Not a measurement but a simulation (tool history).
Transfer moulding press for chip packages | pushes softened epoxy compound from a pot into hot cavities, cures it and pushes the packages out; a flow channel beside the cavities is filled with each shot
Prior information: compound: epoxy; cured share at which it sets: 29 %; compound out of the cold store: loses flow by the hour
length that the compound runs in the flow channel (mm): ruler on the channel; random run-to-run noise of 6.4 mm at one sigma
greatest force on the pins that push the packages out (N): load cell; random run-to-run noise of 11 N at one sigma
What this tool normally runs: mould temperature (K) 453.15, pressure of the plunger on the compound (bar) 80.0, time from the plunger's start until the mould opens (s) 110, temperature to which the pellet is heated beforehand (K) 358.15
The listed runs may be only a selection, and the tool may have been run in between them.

run	hour	mould temperature (K)	pressure of the plunger on the compound (bar)	time from the plunger's start until the mould opens (s)	temperature to which the pellet is heated beforehand (K)	incoming compound's hours out of the cold store	length that the compound runs in the flow channel (mm)	greatest force on the pins that push the packages out (N)
1	0.0	453.15	80.0	110	358.15	18.5	869	493
# hour 28.5: cavities cleaned with cleaning compound and waxed
2	41.3	453.15	80.0	115	358.15	40.0	805	472
3	92.1	453.15	80.0	115	358.15	8.8	918	472
# hour 126.4: cavities cleaned with cleaning compound and waxed
4	133.4	453.15	80.0	115	358.15	33.3	822	472
5	167.8	453.15	80.0	115	358.15	16.7	899	465
6	208.7	453.15	80.0	115	358.15	30.8	838	473
# hour 225.4: cavities cleaned with cleaning compound and waxed
7	250.8	453.15	80.0	115	358.15	41.2	797	454
8	289.8	453.15	80.0	110	354.15	22.5	869	499
# hour 323.5: cavities cleaned with cleaning compound and waxed
9	329.8	453.15	80.0	110	354.15	15.5	892	473
10	379.1	453.15	80.0	110	356.15	38.8	796	455
11	413.7	453.15	80.0	110	356.15	25.6	864	498
# hour 421.7: cavities cleaned with cleaning compound and waxed
# hour 447.4: plunger's sealing rings changed
12	447.7	453.15	80.0	110	356.15	10.0	914	509
13	492.6	453.15	72.8	110	358.15	34.9	774	490
# hour 521.8: cavities cleaned with cleaning compound and waxed
14	524.6	453.15	72.8	110	358.15	14.8	854	486
15	569.1	453.15	72.8	110	358.15	25.6	815	474
# hour 620.8: cavities cleaned with cleaning compound and waxed
16	620.8	453.15	72.8	110	358.15	44.6	752	482
17	673.4	453.15	72.8	110	358.15	32.6	789	488
# hour 718.2: cavities cleaned with cleaning compound and waxed
18	718.2	453.15	72.8	110	358.15	47.8	741	476

For run 19, what comes out?
19	773.6	447.15	92.8	102	358.15	17.7	?	?

{"run 19": {"length that the compound runs in the flow channel (mm)": 958, "greatest force on the pins that push the packages out (N)": 828}}
With no hidden state in the tool, this same run would have given length that the compound runs in the flow channel (mm) 958, greatest force on the pins that push the packages out (N) 820.

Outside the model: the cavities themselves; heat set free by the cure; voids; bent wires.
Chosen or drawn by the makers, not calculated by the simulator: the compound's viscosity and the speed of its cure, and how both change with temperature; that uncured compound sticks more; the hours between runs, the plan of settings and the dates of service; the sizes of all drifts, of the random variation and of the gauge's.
